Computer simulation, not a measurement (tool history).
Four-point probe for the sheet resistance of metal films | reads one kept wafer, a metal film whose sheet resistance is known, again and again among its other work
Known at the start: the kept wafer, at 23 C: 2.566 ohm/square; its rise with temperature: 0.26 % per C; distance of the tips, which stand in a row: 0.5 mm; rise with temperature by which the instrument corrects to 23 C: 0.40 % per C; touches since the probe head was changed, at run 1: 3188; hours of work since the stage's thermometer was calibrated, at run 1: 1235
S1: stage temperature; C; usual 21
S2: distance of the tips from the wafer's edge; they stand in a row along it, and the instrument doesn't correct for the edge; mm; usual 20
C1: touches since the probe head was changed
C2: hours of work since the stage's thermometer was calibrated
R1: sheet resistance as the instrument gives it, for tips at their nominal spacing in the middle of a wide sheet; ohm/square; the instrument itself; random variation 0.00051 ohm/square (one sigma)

run	hour	S1	S2	C1	C2	R1
1	0	21	20	3188	1235	2.565245
2	48.1	21	20	4022	1255	2.56516
3	103.1	21	20	4976	1278	2.565532
4	153.1	21	20	5843	1298	2.566279
5	204.4	21	20	6733	1320	2.565599
6	258.2	21	22	7666	1342	2.564704
7	286.3	21	22	8154	1354	2.564996
8	351.4	25	20	9282	1381	2.550251
9	400.8	21	20	10139	1402	2.564095
10	436.5	22	20	10758	1416	2.560365
11	475.4	22	20	11433	1433	2.560917
12	519.8	22	20	12203	1451	2.560544
13	585	21	3	13335	1478	2.601322
14	630.7	27	20	14127	1497	2.541979
15	680.7	27	20	14994	1518	2.542865
16	744.6	27	20	16103	1545	2.541448
17	791.2	27	20	16912	1564	2.541211
18	818.3	27	20	17382	1576	2.541695
19	882.1	27	20	18487	1602	2.541233
20	940.4	23	20	19498	1627	2.554209
21	998	23	20	20498	1651	2.554997
22	1034.1	21	20	21124	1666	2.561667
23	1084.4	21	4	21996	1687	2.582092
24	1114.6	21	4	22521	1699	2.582646
# hour 1119.7: stage's thermometer calibrated
25	1145.1	24	22	23041	11	2.552676
26	1205.6	18	41	24091	36	2.573083
27	1249.9	27	30	24858	54	2.539845
28	1313	32	3	25953	81	2.560034
29	1353.7	24	3	26658	98	2.588284
30	1405.6	30	28	27559	119	2.529649
# hour 1422.1: stage's thermometer calibrated, once more
31	1446.3	30	28	28256	10	2.526574
32	1473.8	29	31	28733	22	2.529028
33	1504.7	27	11	29268	34	2.538116
34	1565.4	18	21	30323	60	2.568049
35	1625.5	30	14	31364	85	2.526519
36	1679.6	30	11	32302	107	2.528692
37	1706.8	28	8	32774	119	2.536825
38	1736.5	25	22	33290	131	2.54322
39	1786.5	33	47	34157	152	2.514791
40	1844.9	33	16	35170	176	2.516259
41	1897.2	26	57	36078	198	2.537283
42	1955.4	29	20	37086	222	2.528565
43	2014.6	29	20	38114	247	2.528475
44	2065.8	29	13	39001	268	2.528812

5 ways to go on from here, each from the tool as it stands after run 44. What would each give?
A	2109.5	21	19	39759	287	?
B	2109.5	29	11	39759	287	?
C	2109.5	19	3	39759	287	?
D	2109.5	25	13	39759	287	?
E	2109.5	20	20	39759	287	?

run	R1
A	2.554867
B	2.528878
C	2.599389
D	2.542704
E	2.559163
Without the tool's hidden state the same runs would have given:
run	R1
A	2.573623
B	2.547455
C	2.618447
D	2.561376
E	2.577949
